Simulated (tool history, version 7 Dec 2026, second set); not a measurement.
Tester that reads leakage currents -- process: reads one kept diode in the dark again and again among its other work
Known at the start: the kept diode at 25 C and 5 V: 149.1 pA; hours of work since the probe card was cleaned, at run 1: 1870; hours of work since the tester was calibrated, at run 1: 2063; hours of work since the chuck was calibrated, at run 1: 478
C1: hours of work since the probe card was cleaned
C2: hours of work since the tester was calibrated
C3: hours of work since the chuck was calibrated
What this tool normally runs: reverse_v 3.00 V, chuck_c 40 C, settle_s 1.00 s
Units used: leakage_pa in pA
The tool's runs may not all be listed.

{"run": 1, "day": 0.0, "reverse_v": 3.0, "chuck_c": 40, "settle_s": 1.0, "C1": 1870, "C2": 2063, "C3": 478, "leakage_pa": 356.21}
{"run": 2, "day": 2.808, "reverse_v": 3.0, "chuck_c": 40, "settle_s": 1.0, "C1": 1919, "C2": 2113, "C3": 527, "leakage_pa": 355.9}
{"run": 3, "day": 5.129, "reverse_v": 3.0, "chuck_c": 40, "settle_s": 1.0, "C1": 1960, "C2": 2153, "C3": 568, "leakage_pa": 355.45}
{"run": 4, "day": 6.558, "reverse_v": 3.0, "chuck_c": 40, "settle_s": 1.0, "C1": 1985, "C2": 2178, "C3": 593, "leakage_pa": 356.58}
{"run": 5, "day": 9.175, "reverse_v": 3.0, "chuck_c": 40, "settle_s": 1.0, "C1": 2031, "C2": 2224, "C3": 639, "leakage_pa": 356.85}
{"run": 6, "day": 11.95, "reverse_v": 3.0, "chuck_c": 40, "settle_s": 5.7, "C1": 2079, "C2": 2273, "C3": 687, "leakage_pa": 356.89}
{"run": 7, "day": 14.217, "reverse_v": 3.0, "chuck_c": 40, "settle_s": 5.7, "C1": 2119, "C2": 2312, "C3": 727, "leakage_pa": 355.4}
{"run": 8, "day": 15.796, "reverse_v": 3.0, "chuck_c": 40, "settle_s": 5.7, "C1": 2147, "C2": 2340, "C3": 755, "leakage_pa": 355.95}
{"run": 9, "day": 17.3, "reverse_v": 3.0, "chuck_c": 40, "settle_s": 5.7, "C1": 2173, "C2": 2366, "C3": 781, "leakage_pa": 356.83}
{"day": 18.488, "done": "tester calibrated"}
{"run": 10, "day": 18.7, "reverse_v": 3.0, "chuck_c": 40, "settle_s": 5.7, "C1": 2196, "C2": 4, "C3": 804, "leakage_pa": 363.18}
{"run": 11, "day": 20.262, "reverse_v": 3.0, "chuck_c": 40, "settle_s": 5.7, "C1": 2224, "C2": 31, "C3": 831, "leakage_pa": 364.18}
{"run": 12, "day": 22.567, "reverse_v": 3.0, "chuck_c": 40, "settle_s": 2.21, "C1": 2264, "C2": 71, "C3": 872, "leakage_pa": 364.06}
{"run": 13, "day": 24.462, "reverse_v": 3.0, "chuck_c": 40, "settle_s": 2.21, "C1": 2297, "C2": 105, "C3": 905, "leakage_pa": 363.51}
{"run": 14, "day": 27.183, "reverse_v": 3.0, "chuck_c": 40, "settle_s": 2.89, "C1": 2345, "C2": 152, "C3": 953, "leakage_pa": 365.05}
{"run": 15, "day": 29.304, "reverse_v": 3.59, "chuck_c": 40, "settle_s": 0.69, "C1": 2382, "C2": 190, "C3": 990, "leakage_pa": 389.46}
{"run": 16, "day": 30.775, "reverse_v": 5.56, "chuck_c": 22, "settle_s": 1.67, "C1": 2408, "C2": 215, "C3": 1016, "leakage_pa": 131.51}
{"run": 17, "day": 33.038, "reverse_v": 5.56, "chuck_c": 22, "settle_s": 1.67, "C1": 2447, "C2": 255, "C3": 1055, "leakage_pa": 131.23}
{"run": 18, "day": 34.658, "reverse_v": 4.74, "chuck_c": 22, "settle_s": 2.58, "C1": 2476, "C2": 283, "C3": 1084, "leakage_pa": 123.64}
{"run": 19, "day": 36.021, "reverse_v": 1.77, "chuck_c": 40, "settle_s": 1.0, "C1": 2500, "C2": 307, "C3": 1108, "leakage_pa": 301.04}
{"run": 20, "day": 38.808, "reverse_v": 1.77, "chuck_c": 40, "settle_s": 1.0, "C1": 2548, "C2": 356, "C3": 1156, "leakage_pa": 300.95}
{"day": 40.067, "done": "probe card cleaned and baked"}
{"run": 21, "day": 40.688, "reverse_v": 6.28, "chuck_c": 40, "settle_s": 0.42, "C1": 11, "C2": 387, "C3": 1187, "leakage_pa": 480.21}
{"run": 22, "day": 41.971, "reverse_v": 9.71, "chuck_c": 40, "settle_s": 0.42, "C1": 33, "C2": 409, "C3": 1210, "leakage_pa": 563.58}
{"run": 23, "day": 44.296, "reverse_v": 9.71, "chuck_c": 40, "settle_s": 0.42, "C1": 74, "C2": 450, "C3": 1250, "leakage_pa": 564.7}
{"run": 24, "day": 46.571, "reverse_v": 6.23, "chuck_c": 31, "settle_s": 1.08, "C1": 114, "C2": 490, "C3": 1290, "leakage_pa": 256.86}
{"run": 25, "day": 48.796, "reverse_v": 6.23, "chuck_c": 60, "settle_s": 1.08, "C1": 153, "C2": 529, "C3": 1329, "leakage_pa": 1665.21}

Branching from run 25: 3 alternative next runs. What would each branch give?
{"run": "A", "day": 50.538, "reverse_v": 1.65, "chuck_c": 24, "settle_s": 1.0, "C1": 183, "C2": 559, "C3": 1360, "leakage_pa": "?"}
{"run": "B", "day": 50.538, "reverse_v": 13.34, "chuck_c": 40, "settle_s": 0.72, "C1": 183, "C2": 559, "C3": 1360, "leakage_pa": "?"}
{"run": "C", "day": 50.538, "reverse_v": 12.72, "chuck_c": 29, "settle_s": 0.4, "C1": 183, "C2": 559, "C3": 1360, "leakage_pa": "?"}

run=A leakage_pa=95.09
run=B leakage_pa=632.44
run=C leakage_pa=298.61
With no hidden state in the tool, these same runs would have given:
run=A leakage_pa=93.08
run=B leakage_pa=620.61
run=C leakage_pa=292.35
